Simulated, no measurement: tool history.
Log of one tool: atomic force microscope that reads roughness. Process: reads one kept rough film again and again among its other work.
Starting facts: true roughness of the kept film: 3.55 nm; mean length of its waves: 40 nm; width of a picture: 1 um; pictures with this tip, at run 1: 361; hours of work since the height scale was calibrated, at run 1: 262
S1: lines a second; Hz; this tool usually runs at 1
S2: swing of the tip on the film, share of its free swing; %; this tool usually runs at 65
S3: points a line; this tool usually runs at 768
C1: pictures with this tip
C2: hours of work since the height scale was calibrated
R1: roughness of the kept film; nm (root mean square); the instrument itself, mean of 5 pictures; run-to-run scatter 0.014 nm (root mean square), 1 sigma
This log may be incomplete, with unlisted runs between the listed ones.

run,day,S1,S2,S3,C1,C2,R1
1,0,1,65,768,361,262,2.92
# day 0.054: new tip fitted
2,0.392,1,65,768,14,268,3.303
3,0.65,1,65,768,25,272,3.278
4,0.971,1,65,768,39,278,3.25
5,1.217,1,65,768,50,282,3.234
6,1.533,1.71,65,768,63,288,3.126
7,1.796,1,65,324,75,292,3.194
8,2.133,1,65,324,89,298,3.15
9,2.512,1,68,768,106,304,3.147
10,2.858,1,68,768,120,310,3.14
11,3.279,1,65,613,139,317,3.11
12,3.696,1,65,613,156,325,3.093
13,3.912,0.9,65,613,166,328,3.114
14,4.346,0.9,65,613,184,336,3.086
15,4.688,1,65,768,199,342,3.057
16,5,1,65,768,213,347,3.056
17,5.329,1,65,768,227,353,3.026
18,5.729,1,65,768,244,359,3.005
19,6.004,1,65,768,256,364,3.004
20,6.317,1,65,768,269,370,3.005
21,6.596,1,65,768,282,374,2.971
22,6.854,0.6,65,768,293,379,3.005
23,7.188,0.6,65,768,307,385,2.96
24,7.412,0.6,65,536,317,388,2.978
25,7.6,1,57,768,325,392,2.961
26,8.033,1,59,768,343,399,2.941
27,8.317,3.87,65,768,356,404,2.669
# day 8.512: new tip fitted
28,8.746,1,62,577,10,411,3.299
29,8.921,1.56,62,434,18,414,3.238
30,9.212,1,55,443,30,419,3.311
31,9.504,1,82,850,43,424,3.096
32,9.833,1,89,311,57,430,2.994
33,10.271,1,89,311,76,437,2.966
34,10.467,1,89,936,85,440,2.99
35,10.862,1,89,936,102,447,2.946
36,11.075,0.73,89,936,111,451,3.017
37,11.279,0.73,89,936,120,454,3.009
38,11.471,1,79,423,128,458,3.021
39,11.733,3.74,62,423,139,462,2.932
40,12.075,3.74,62,423,154,468,2.922
41,12.512,3.74,62,423,173,475,2.882
42,12.712,0.73,65,768,181,479,3.113
43,12.95,3.11,86,360,192,483,2.43
44,13.258,1.38,86,382,205,488,2.776
45,13.542,0.56,73,383,217,493,3.036
46,13.896,1.3,61,723,232,499,3.001
47,14.2,1.3,61,723,246,504,3
48,14.496,2.14,88,397,258,509,2.545
49,14.788,0.51,65,768,271,514,2.998
50,15.025,0.9,67,396,281,519,2.959
51,15.283,0.9,85,396,292,523,2.802
52,15.658,3.63,65,266,308,529,2.716

4 ways to go on from here, each from the tool as it stands after run 52. What would each give?
A,15.838,1.35,65,948,316,532,?
B,15.838,3.63,65,403,316,532,?
C,15.838,3.63,88,266,316,532,?
D,15.838,1,61,768,316,532,?

run,R1
A,2.895
B,2.71
C,2.203
D,2.956
Had the tool no hidden state, the same runs would have come out as:
run,R1
A,3.258
B,3.049
C,2.479
D,3.326

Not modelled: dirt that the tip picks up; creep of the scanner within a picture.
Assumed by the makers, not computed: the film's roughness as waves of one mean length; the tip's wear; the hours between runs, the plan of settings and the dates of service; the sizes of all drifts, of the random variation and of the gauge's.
